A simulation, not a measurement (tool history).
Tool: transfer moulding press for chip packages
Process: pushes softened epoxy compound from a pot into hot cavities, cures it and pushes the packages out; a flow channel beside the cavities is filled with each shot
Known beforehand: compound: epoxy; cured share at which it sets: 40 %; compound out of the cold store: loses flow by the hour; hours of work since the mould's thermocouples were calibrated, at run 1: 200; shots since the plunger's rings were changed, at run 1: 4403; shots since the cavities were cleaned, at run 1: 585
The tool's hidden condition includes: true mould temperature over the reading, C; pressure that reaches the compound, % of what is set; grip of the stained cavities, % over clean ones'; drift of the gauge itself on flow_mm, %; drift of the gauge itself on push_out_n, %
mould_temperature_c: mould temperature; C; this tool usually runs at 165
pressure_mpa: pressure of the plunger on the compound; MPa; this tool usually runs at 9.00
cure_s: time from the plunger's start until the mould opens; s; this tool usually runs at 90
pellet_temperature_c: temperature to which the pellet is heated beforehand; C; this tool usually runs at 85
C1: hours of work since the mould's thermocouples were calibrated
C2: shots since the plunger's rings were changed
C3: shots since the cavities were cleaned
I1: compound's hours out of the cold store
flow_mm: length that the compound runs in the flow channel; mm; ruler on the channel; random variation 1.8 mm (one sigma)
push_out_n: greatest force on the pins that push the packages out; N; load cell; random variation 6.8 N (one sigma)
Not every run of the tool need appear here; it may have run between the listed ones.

{"run": 1, "hour": 0.0, "mould_temperature_c": 165, "pressure_mpa": 9.0, "cure_s": 90, "pellet_temperature_c": 85, "C1": 200, "C2": 4403, "C3": 585, "I1": 31.8, "flow_mm": 672, "push_out_n": 427}
{"hour": 7.7, "done": "cavities cleaned with cleaning compound and waxed"}
{"run": 2, "hour": 7.7, "mould_temperature_c": 165, "pressure_mpa": 10.79, "cure_s": 90, "pellet_temperature_c": 85, "C1": 204, "C2": 4480, "C3": 0, "I1": 8.0, "flow_mm": 826, "push_out_n": 270}
{"run": 3, "hour": 18.3, "mould_temperature_c": 165, "pressure_mpa": 10.79, "cure_s": 90, "pellet_temperature_c": 85, "C1": 211, "C2": 4610, "C3": 130, "I1": 32.8, "flow_mm": 728, "push_out_n": 308}
{"run": 4, "hour": 25.6, "mould_temperature_c": 165, "pressure_mpa": 10.79, "cure_s": 90, "pellet_temperature_c": 85, "C1": 216, "C2": 4700, "C3": 220, "I1": 15.9, "flow_mm": 791, "push_out_n": 343}
{"run": 5, "hour": 32.4, "mould_temperature_c": 165, "pressure_mpa": 10.79, "cure_s": 90, "pellet_temperature_c": 85, "C1": 220, "C2": 4784, "C3": 304, "I1": 18.3, "flow_mm": 779, "push_out_n": 366}
{"run": 6, "hour": 39.0, "mould_temperature_c": 165, "pressure_mpa": 9.0, "cure_s": 90, "pellet_temperature_c": 85, "C1": 225, "C2": 4865, "C3": 385, "I1": 27.0, "flow_mm": 683, "push_out_n": 389}
{"run": 7, "hour": 46.5, "mould_temperature_c": 165, "pressure_mpa": 9.0, "cure_s": 80, "pellet_temperature_c": 85, "C1": 230, "C2": 4957, "C3": 477, "I1": 26.9, "flow_mm": 683, "push_out_n": 500}
{"run": 8, "hour": 51.5, "mould_temperature_c": 165, "pressure_mpa": 9.0, "cure_s": 98, "pellet_temperature_c": 85, "C1": 233, "C2": 5018, "C3": 538, "I1": 31.2, "flow_mm": 667, "push_out_n": 354}
{"run": 9, "hour": 60.8, "mould_temperature_c": 165, "pressure_mpa": 9.0, "cure_s": 98, "pellet_temperature_c": 85, "C1": 239, "C2": 5133, "C3": 653, "I1": 34.0, "flow_mm": 658, "push_out_n": 380}
{"hour": 63.4, "done": "cavities cleaned with cleaning compound and waxed"}
{"hour": 66.7, "done": "plunger's sealing rings changed"}
{"run": 10, "hour": 71.4, "mould_temperature_c": 165, "pressure_mpa": 9.0, "cure_s": 98, "pellet_temperature_c": 85, "C1": 244, "C2": 57, "C3": 67, "I1": 44.4, "flow_mm": 657, "push_out_n": 250}
{"run": 11, "hour": 78.8, "mould_temperature_c": 165, "pressure_mpa": 9.0, "cure_s": 98, "pellet_temperature_c": 85, "C1": 249, "C2": 148, "C3": 158, "I1": 19.3, "flow_mm": 740, "push_out_n": 288}
{"run": 12, "hour": 85.8, "mould_temperature_c": 165, "pressure_mpa": 9.0, "cure_s": 94, "pellet_temperature_c": 85, "C1": 253, "C2": 234, "C3": 244, "I1": 9.6, "flow_mm": 780, "push_out_n": 341}
{"run": 13, "hour": 93.4, "mould_temperature_c": 165, "pressure_mpa": 9.0, "cure_s": 94, "pellet_temperature_c": 85, "C1": 259, "C2": 328, "C3": 338, "I1": 45.9, "flow_mm": 650, "push_out_n": 332}
{"run": 14, "hour": 98.4, "mould_temperature_c": 165, "pressure_mpa": 9.0, "cure_s": 94, "pellet_temperature_c": 85, "C1": 262, "C2": 389, "C3": 399, "I1": 21.6, "flow_mm": 731, "push_out_n": 363}
{"run": 15, "hour": 103.6, "mould_temperature_c": 164, "pressure_mpa": 6.9, "cure_s": 90, "pellet_temperature_c": 85, "C1": 265, "C2": 454, "C3": 464, "I1": 23.2, "flow_mm": 635, "push_out_n": 424}
{"run": 16, "hour": 108.5, "mould_temperature_c": 172, "pressure_mpa": 9.0, "cure_s": 97, "pellet_temperature_c": 93, "C1": 269, "C2": 514, "C3": 524, "I1": 34.2, "flow_mm": 675, "push_out_n": 308}
{"run": 17, "hour": 116.8, "mould_temperature_c": 158, "pressure_mpa": 7.28, "cure_s": 83, "pellet_temperature_c": 91, "C1": 274, "C2": 616, "C3": 626, "I1": 41.6, "flow_mm": 612, "push_out_n": 753}
{"hour": 121.1, "done": "cavities cleaned with cleaning compound and waxed"}
{"run": 18, "hour": 127.2, "mould_temperature_c": 168, "pressure_mpa": 7.28, "cure_s": 83, "pellet_temperature_c": 91, "C1": 280, "C2": 725, "C3": 74, "I1": 39.9, "flow_mm": 596, "push_out_n": 258}
{"run": 19, "hour": 133.6, "mould_temperature_c": 165, "pressure_mpa": 9.0, "cure_s": 117, "pellet_temperature_c": 92, "C1": 285, "C2": 804, "C3": 153, "I1": 34.1, "flow_mm": 687, "push_out_n": 256}
{"hour": 136.6, "done": "mould's thermocouples calibrated"}
{"run": 20, "hour": 140.4, "mould_temperature_c": 165, "pressure_mpa": 9.0, "cure_s": 98, "pellet_temperature_c": 87, "C1": 3, "C2": 864, "C3": 213, "I1": 14.7, "flow_mm": 751, "push_out_n": 301}
{"run": 21, "hour": 148.5, "mould_temperature_c": 165, "pressure_mpa": 9.0, "cure_s": 113, "pellet_temperature_c": 85, "C1": 8, "C2": 963, "C3": 312, "I1": 28.2, "flow_mm": 701, "push_out_n": 287}
{"run": 22, "hour": 153.8, "mould_temperature_c": 160, "pressure_mpa": 7.8, "cure_s": 113, "pellet_temperature_c": 85, "C1": 12, "C2": 1028, "C3": 377, "I1": 15.0, "flow_mm": 711, "push_out_n": 358}
{"run": 23, "hour": 163.2, "mould_temperature_c": 159, "pressure_mpa": 7.8, "cure_s": 113, "pellet_temperature_c": 84, "C1": 18, "C2": 1145, "C3": 494, "I1": 34.2, "flow_mm": 646, "push_out_n": 370}
{"hour": 170.8, "done": "mould's thermocouples calibrated, once more"}
{"run": 24, "hour": 176.0, "mould_temperature_c": 165, "pressure_mpa": 7.81, "cure_s": 99, "pellet_temperature_c": 76, "C1": 4, "C2": 1277, "C3": 626, "I1": 19.4, "flow_mm": 688, "push_out_n": 396}
{"hour": 180.6, "done": "cavities cleaned with cleaning compound and waxed"}
{"run": 25, "hour": 186.3, "mould_temperature_c": 165, "pressure_mpa": 7.04, "cure_s": 90, "pellet_temperature_c": 85, "C1": 9, "C2": 1385, "C3": 70, "I1": 39.9, "flow_mm": 589, "push_out_n": 296}
{"run": 26, "hour": 193.6, "mould_temperature_c": 170, "pressure_mpa": 8.09, "cure_s": 90, "pellet_temperature_c": 90, "C1": 14, "C2": 1475, "C3": 160, "I1": 30.3, "flow_mm": 647, "push_out_n": 266}
{"run": 27, "hour": 199.8, "mould_temperature_c": 168, "pressure_mpa": 8.12, "cure_s": 115, "pellet_temperature_c": 85, "C1": 19, "C2": 1552, "C3": 237, "I1": 14.3, "flow_mm": 709, "push_out_n": 269}
{"run": 28, "hour": 206.8, "mould_temperature_c": 173, "pressure_mpa": 9.0, "cure_s": 90, "pellet_temperature_c": 93, "C1": 23, "C2": 1638, "C3": 323, "I1": 34.7, "flow_mm": 661, "push_out_n": 293}

Branching from run 28: 5 alternative next runs. What would each branch give?
{"run": "A", "hour": 213.6, "mould_temperature_c": 165, "pressure_mpa": 9.0, "cure_s": 101, "pellet_temperature_c": 85, "C1": 28, "C2": 1722, "C3": 407, "I1": 36.6, "flow_mm": "?", "push_out_n": "?"}
{"run": "B", "hour": 213.6, "mould_temperature_c": 173, "pressure_mpa": 8.27, "cure_s": 90, "pellet_temperature_c": 93, "C1": 28, "C2": 1722, "C3": 407, "I1": 8.7, "flow_mm": "?", "push_out_n": "?"}
{"run": "C", "hour": 213.6, "mould_temperature_c": 165, "pressure_mpa": 9.49, "cure_s": 90, "pellet_temperature_c": 85, "C1": 28, "C2": 1722, "C3": 407, "I1": 14.0, "flow_mm": "?", "push_out_n": "?"}
{"run": "D", "hour": 213.6, "mould_temperature_c": 165, "pressure_mpa": 8.38, "cure_s": 90, "pellet_temperature_c": 85, "C1": 28, "C2": 1722, "C3": 407, "I1": 45.8, "flow_mm": "?", "push_out_n": "?"}
{"run": "E", "hour": 213.6, "mould_temperature_c": 170, "pressure_mpa": 8.06, "cure_s": 128, "pellet_temperature_c": 93, "C1": 28, "C2": 1722, "C3": 407, "I1": 13.4, "flow_mm": "?", "push_out_n": "?"}

run=A flow_mm=673 push_out_n=340
run=B flow_mm=722 push_out_n=301
run=C flow_mm=769 push_out_n=416
run=D flow_mm=626 push_out_n=391
run=E flow_mm=703 push_out_n=302
With the hidden condition removed and each run's random variation left untouched, the same runs would have given:
run=A flow_mm=687 push_out_n=223
run=B flow_mm=737 push_out_n=197
run=C flow_mm=785 push_out_n=274
run=D flow_mm=638 push_out_n=255
run=E flow_mm=717 push_out_n=200

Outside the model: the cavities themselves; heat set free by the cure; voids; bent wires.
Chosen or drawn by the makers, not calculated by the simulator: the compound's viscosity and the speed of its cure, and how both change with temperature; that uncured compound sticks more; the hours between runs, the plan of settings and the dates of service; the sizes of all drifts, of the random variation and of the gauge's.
